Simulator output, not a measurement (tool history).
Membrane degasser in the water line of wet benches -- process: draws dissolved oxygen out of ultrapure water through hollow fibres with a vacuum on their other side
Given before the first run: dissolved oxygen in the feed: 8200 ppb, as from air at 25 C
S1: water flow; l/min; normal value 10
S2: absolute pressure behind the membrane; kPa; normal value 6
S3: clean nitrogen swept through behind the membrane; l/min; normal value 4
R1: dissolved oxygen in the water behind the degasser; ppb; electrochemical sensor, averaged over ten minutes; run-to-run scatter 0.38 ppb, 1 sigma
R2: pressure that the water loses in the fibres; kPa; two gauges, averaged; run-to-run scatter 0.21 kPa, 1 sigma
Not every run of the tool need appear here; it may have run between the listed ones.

Run 1, hour 0: usual settings. Result: R1 21.9 ppb, R2 47.07 kPa.
Run 2, hour 315.7: usual settings. Result: R1 22.2 ppb, R2 47.37 kPa.
Run 3, hour 598.8: usual settings. Result: R1 22.4 ppb, R2 47.5 kPa.
Run 4, hour 836.8: usual settings. Result: R1 22.4 ppb, R2 47.18 kPa.
Run 5, hour 981.9: usual settings but S3 6.65 l/min. Result: R1 15.7 ppb, R2 47.46 kPa.
Run 6, hour 1226.8: usual settings but S3 6.65 l/min. Result: R1 16.1 ppb, R2 47.29 kPa.
Run 7, hour 1472.5: usual settings. Result: R1 23.1 ppb, R2 47.22 kPa.
Run 8, hour 1619.1: usual settings but S1 13 l/min. Result: R1 36.1 ppb, R2 61.17 kPa.
Run 9, hour 1771.2: usual settings but S1 13 l/min. Result: R1 35.4 ppb, R2 61.22 kPa.
Run 10, hour 1988.8: usual settings but S1 6 l/min. Result: R1 11.4 ppb, R2 28.67 kPa.
Run 11, hour 2153.8: usual settings. Result: R1 22.3 ppb, R2 47.01 kPa.
Run 12, hour 2369.8: usual settings. Result: R1 22.8 ppb, R2 47.18 kPa.
Run 13, hour 2520.5: usual settings but S3 5.28 l/min. Result: R1 18.3 ppb, R2 47.16 kPa.
Run 14, hour 2755.5: usual settings. Result: R1 22.8 ppb, R2 47.63 kPa.
Run 15, hour 3050.2: usual settings but S2 7.46 kPa. Result: R1 31.2 ppb, R2 47.69 kPa.
Run 16, hour 3276: usual settings but S2 7.46 kPa. Result: R1 31.3 ppb, R2 47.69 kPa.
Run 17, hour 3496.5: usual settings but S1 7 l/min, S3 8.32 l/min. Result: R1 7.1 ppb, R2 33.24 kPa.
Run 18, hour 3835.5: usual settings but S1 14 l/min, S2 4.26 kPa, S3 4.62 l/min. Result: R1 25 ppb, R2 66.17 kPa.
Run 19, hour 3987.8: usual settings but S1 14 l/min, S2 4.26 kPa, S3 4.62 l/min. Result: R1 25 ppb, R2 66.96 kPa.
Run 20, hour 4208.3: usual settings but S1 8 l/min, S3 4.43 l/min. Result: R1 14.6 ppb, R2 38.25 kPa.
Run 21, hour 4481.6: usual settings but S1 8 l/min, S3 4.43 l/min. Result: R1 14.4 ppb, R2 38.12 kPa.
Run 22, hour 4806.3: usual settings but S1 15 l/min, S2 5.51 kPa, S3 3.56 l/min. Result: R1 44.3 ppb, R2 71.38 kPa.
Run 23, hour 5091.7: usual settings but S1 12 l/min, S2 5.34 kPa. Result: R1 26 ppb, R2 57.3 kPa.
Run 24, hour 5384.7: usual settings but S2 5.87 kPa, S3 5.39 l/min. Result: R1 18 ppb, R2 47.64 kPa.
Run 25, hour 5594.8: usual settings but S2 5.87 kPa, S3 5.39 l/min. Result: R1 17.2 ppb, R2 47.97 kPa.
Run 26, hour 5805.9: usual settings but S1 11 l/min, S2 14.23 kPa, S3 6.3 l/min. Result: R1 55.5 ppb, R2 52.17 kPa.
Run 27, hour 6023.1: usual settings but S1 9 l/min, S2 13.74 kPa, S3 6.64 l/min. Result: R1 39.5 ppb, R2 43.16 kPa.
Run 28, hour 6198.7: usual settings but S1 7 l/min, S2 10.22 kPa, S3 4.72 l/min. Result: R1 27.2 ppb, R2 33.58 kPa.
Run 29, hour 6440.4: usual settings but S1 11 l/min, S2 13.94 kPa, S3 4.24 l/min. Result: R1 75 ppb, R2 52.69 kPa.
At hour 6716.9: seals of the vacuum lines changed.
Run 30, hour 6742.7: usual settings but S2 11.86 kPa, S3 2.12 l/min. Result: R1 103.6 ppb, R2 47.96 kPa.
Run 31, hour 7065.7: usual settings but S2 8.8 kPa, S3 2.12 l/min. Result: R1 69.8 ppb, R2 47.94 kPa.

Hidden state or all else? Some run-to-run changes of R2, split into what the settings, what came in and random variation would give without the hidden state, and what is left for the hidden state (with any gauge scatter that isn't in both results):
Unlogged tool condition in this case: membrane still open, %; true pressure behind the membrane over the reading, kPa; air that leaks in behind the membrane, l/min; drift of the gauge itself on oxygen_ppb, %; drift of the gauge itself on loss_of_pressure_kpa, %.
Run 9 -> 10: S1 13 -> 6. R2 -32.55 kPa: hidden state -0.17, all else -32.38.
Run 17 -> 18: S1 7 -> 14, S2 6 -> 4.26, S3 8.32 -> 4.62. R2 +32.93 kPa: hidden state +0.39, all else +32.54.
Run 21 -> 22: S1 8 -> 15, S2 6 -> 5.51, S3 4.43 -> 3.56. R2 +33.26 kPa: hidden state +0.48, all else +32.78.
Run 28 -> 29: S1 7 -> 11, S2 10.22 -> 13.94, S3 4.72 -> 4.24. R2 +19.11 kPa: hidden state +0.36, all else +18.75.

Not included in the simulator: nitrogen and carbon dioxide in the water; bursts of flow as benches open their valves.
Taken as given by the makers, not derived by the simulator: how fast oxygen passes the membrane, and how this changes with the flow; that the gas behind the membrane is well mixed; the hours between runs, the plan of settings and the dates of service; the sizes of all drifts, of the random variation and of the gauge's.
